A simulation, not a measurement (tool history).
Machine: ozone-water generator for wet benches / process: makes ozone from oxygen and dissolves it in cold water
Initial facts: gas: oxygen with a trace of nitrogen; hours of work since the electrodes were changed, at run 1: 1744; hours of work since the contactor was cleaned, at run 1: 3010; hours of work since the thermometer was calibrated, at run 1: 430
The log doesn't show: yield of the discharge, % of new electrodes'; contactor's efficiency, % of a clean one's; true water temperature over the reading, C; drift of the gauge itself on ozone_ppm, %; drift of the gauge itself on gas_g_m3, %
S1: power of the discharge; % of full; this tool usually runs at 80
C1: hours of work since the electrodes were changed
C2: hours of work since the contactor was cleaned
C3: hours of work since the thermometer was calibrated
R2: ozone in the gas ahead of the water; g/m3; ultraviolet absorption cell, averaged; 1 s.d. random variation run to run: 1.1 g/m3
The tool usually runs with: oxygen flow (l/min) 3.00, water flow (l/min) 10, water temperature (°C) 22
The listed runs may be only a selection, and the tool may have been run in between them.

Run 1, hour 0.0: usual settings; C1 1744; C2 3010; C3 430. Result: dissolved ozone (ppm) 19.4, R2 189.3 g/m3.
Run 2, hour 58.3: usual settings; C1 1784; C2 3050; C3 470. Result: dissolved ozone (ppm) 19.3, R2 187.9 g/m3.
Run 3, hour 91.9: usual settings; C1 1807; C2 3073; C3 493. Result: dissolved ozone (ppm) 19.3, R2 188.9 g/m3.
Run 4, hour 150.8: usual settings but S1 44 % of full; C1 1847; C2 3113; C3 533. Result: dissolved ozone (ppm) 12.7, R2 124.3 g/m3.
Run 5, hour 187.4: usual settings but S1 44 % of full; C1 1872; C2 3138; C3 558. Result: dissolved ozone (ppm) 12.8, R2 122.7 g/m3.
Run 6, hour 239.0: usual settings but S1 94 % of full; C1 1908; C2 3174; C3 593. Result: dissolved ozone (ppm) 21.5, R2 211.1 g/m3.
Run 7, hour 303.2: usual settings but oxygen flow (l/min) 1.86; C1 1951; C2 3217; C3 637. Result: dissolved ozone (ppm) 18.6, R2 232.1 g/m3.
Run 8, hour 342.9: usual settings but water temperature (°C) 28; C1 1979; C2 3244; C3 664. Result: dissolved ozone (ppm) 17.4, R2 189.3 g/m3.
Run 9, hour 372.6: usual settings but water temperature (°C) 28; C1 1999; C2 3265; C3 685. Result: dissolved ozone (ppm) 17.2, R2 187.1 g/m3.
Run 10, hour 427.4: usual settings but water temperature (°C) 28; C1 2036; C2 3302; C3 722. Result: dissolved ozone (ppm) 17.5, R2 187.7 g/m3.
Run 11, hour 476.2: usual settings but water temperature (°C) 28; C1 2070; C2 3335; C3 755. Result: dissolved ozone (ppm) 17.5, R2 186.6 g/m3.
Run 12, hour 548.5: usual settings but S1 51 % of full, water temperature (°C) 28; C1 2119; C2 3385; C3 805. Result: dissolved ozone (ppm) 12.5, R2 136.2 g/m3.
Run 13, hour 590.5: usual settings; C1 2148; C2 3414; C3 834. Result: dissolved ozone (ppm) 19.4, R2 188.2 g/m3.
Run 14, hour 652.5: usual settings; C1 2190; C2 3456; C3 876. Result: dissolved ozone (ppm) 19.1, R2 185.6 g/m3.
Run 15, hour 724.4: usual settings but water flow (l/min) 9; C1 2239; C2 3505; C3 925. Result: dissolved ozone (ppm) 20.8, R2 184.6 g/m3.
Run 16, hour 773.0: usual settings but water temperature (°C) 19; C1 2272; C2 3538; C3 958. Result: dissolved ozone (ppm) 19.8, R2 187.3 g/m3.
Run 17, hour 803.1: usual settings but water temperature (°C) 19; C1 2293; C2 3559; C3 979. Result: dissolved ozone (ppm) 20.1, R2 185.7 g/m3.
Run 18, hour 839.7: usual settings but water temperature (°C) 23; C1 2318; C2 3584; C3 1004. Result: dissolved ozone (ppm) 18.8, R2 185.0 g/m3.
Run 19, hour 884.1: usual settings but water temperature (°C) 23; C1 2348; C2 3614; C3 1034. Result: dissolved ozone (ppm) 19.0, R2 184.1 g/m3.
Run 20, hour 919.2: usual settings but water temperature (°C) 21; C1 2372; C2 3638; C3 1058. Result: dissolved ozone (ppm) 19.4, R2 186.7 g/m3.
Run 21, hour 953.4: usual settings but oxygen flow (l/min) 3.09, water temperature (°C) 26; C1 2396; C2 3661; C3 1081. Result: dissolved ozone (ppm) 17.9, R2 184.8 g/m3.

Estimate the outcome of run 22 from the log above:
Run 22, hour 1023.0: usual settings but S1 88 % of full, oxygen flow (l/min) 3.84, water temperature (°C) 15; C1 2443; C2 3709; C3 1129. Result: dissolved ozone (ppm) ?, R2 ?.

{"run 22": {"dissolved ozone (ppm)": 23.0, "R2": 178.5}}
Take away the tool's hidden state, keep the run-to-run variation as it was, and the same run would have given dissolved ozone (ppm) 25.3, R2 187.9 g/m3.
